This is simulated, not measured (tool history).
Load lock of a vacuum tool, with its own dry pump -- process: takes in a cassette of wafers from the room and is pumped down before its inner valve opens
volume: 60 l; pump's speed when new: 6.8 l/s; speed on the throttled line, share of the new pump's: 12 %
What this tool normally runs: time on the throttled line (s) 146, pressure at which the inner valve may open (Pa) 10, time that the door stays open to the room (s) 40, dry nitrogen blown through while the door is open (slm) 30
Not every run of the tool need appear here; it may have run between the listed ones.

run    hour  time on the throttled line (s)  pressure at which the inner valve may open (Pa)  time that the door stays open to the room (s)  dry nitrogen blown through while the door is open (slm)  incoming humidity of the room's air, %  time from the closed door until the inner valve may open (s)  rise of the pressure with all valves shut (Pa/min)
  1     0.0                             146                                               10                                             40                                                       30                                    43.2                                                         212.1                                               0.014
  2    67.3                             146                                               10                                             40                                                       30                                    45.4                                                         210.9                                               0.017
  3   154.4                             146                                               10                                             40                                                       30                                    43.9                                                         209.4                                               0.012
  4   229.5                             150                                               10                                             40                                                       30                                    46.9                                                         212.7                                               0.014
  5   307.2                             150                                                7                                             40                                                       30                                    45.3                                                         218.1                                               0.020
  6   371.5                             150                                                7                                             40                                                       30                                    46.7                                                         215.4                                               0.018
  7   462.8                             150                                                7                                             40                                                       30                                    47.6                                                         219.0                                               0.016
  8   572.2                             146                                               10                                             40                                                       30                                    46.6                                                         210.9                                               0.009
  9   655.2                             146                                               14                                             40                                                       30                                    43.4                                                         209.2                                               0.012
 10   752.3                             146                                               10                                             40                                                       30                                    41.6                                                         210.0                                               0.013
 11   836.7                             146                                               10                                             40                                                       30                                    40.0                                                         210.2                                               0.017
 12   929.7                             146                                               10                                             27                                                       30                                    41.2                                                         214.3                                               0.010
 13  1005.9                             146                                               10                                             40                                                        7                                    47.0                                                         210.5                                               0.028
 14  1079.7                             146                                               10                                             40                                                       39                                    47.1                                                         210.0                                               0.011
 15  1166.3                             146                                               19                                             40                                                       15                                    45.4                                                         205.7                                               0.023
 16  1243.8                             146                                               19                                             40                                                       15                                    45.5                                                         206.5                                               0.018
 17  1355.2                             146                                               19                                             40                                                       15                                    39.2                                                         204.4                                               0.019
 18  1434.3                              88                                               10                                            177                                                        5                                    46.0                                                         158.4                                               0.087
 19  1529.5                             155                                               10                                             40                                                       18                                    44.3                                                         219.7                                               0.017
 20  1586.9                              79                                               10                                             68                                                        9                                    47.7                                                         151.5                                               0.041
 21  1686.7                              79                                               10                                             68                                                        9                                    44.6                                                         152.3                                               0.036
 22  1767.7                              79                                               10                                             68                                                        9                                    45.6                                                         153.6                                               0.040
 23  1823.7                              79                                               10                                             68                                                        9                                    46.7                                                         152.1                                               0.040
 24  1945.0                              79                                               10                                             68                                                        9                                    49.2                                                         150.1                                               0.043
 25  2063.2                              79                                               10                                             68                                                        9                                    46.8                                                         151.9                                               0.041
 26  2155.5                             146                                                8                                             40                                                       13                                    43.2                                                         213.0                                               0.023
 27  2277.1                             146                                               10                                             25                                                       39                                    44.5                                                         212.8                                               0.004
 28  2391.2                             178                                               10                                             40                                                        6                                    48.9                                                         240.3                                               0.033

Predict each of these 5 candidate next runs independently; none follows another, all start after run 28:
  A  2448.4                             178                                               10                                             82                                                        9                                    46.7                                                             ?                                                   ?
  B  2448.4                             172                                               13                                             40                                                       30                                    44.0                                                             ?                                                   ?
  C  2448.4                             146                                               11                                             39                                                       30                                    43.9                                                             ?                                                   ?
  D  2448.4                             134                                               10                                             40                                                        9                                    45.2                                                             ?                                                   ?
  E  2448.4                             178                                               17                                            126                                                       20                                    45.9                                                             ?                                                   ?

run  time from the closed door until the inner valve may open (s)  rise of the pressure with all valves shut (Pa/min)
  A                                                         237.6                                               0.048
  B                                                         233.3                                               0.019
  C                                                         211.0                                               0.007
  D                                                         199.0                                               0.026
  E                                                         234.3                                               0.036
With no hidden state in the tool, these same runs would have given:
run  time from the closed door until the inner valve may open (s)  rise of the pressure with all valves shut (Pa/min)
  A                                                         237.6                                               0.048
  B                                                         233.3                                               0.019
  C                                                         211.0                                               0.006
  D                                                         199.0                                               0.025
  E                                                         234.3                                               0.035
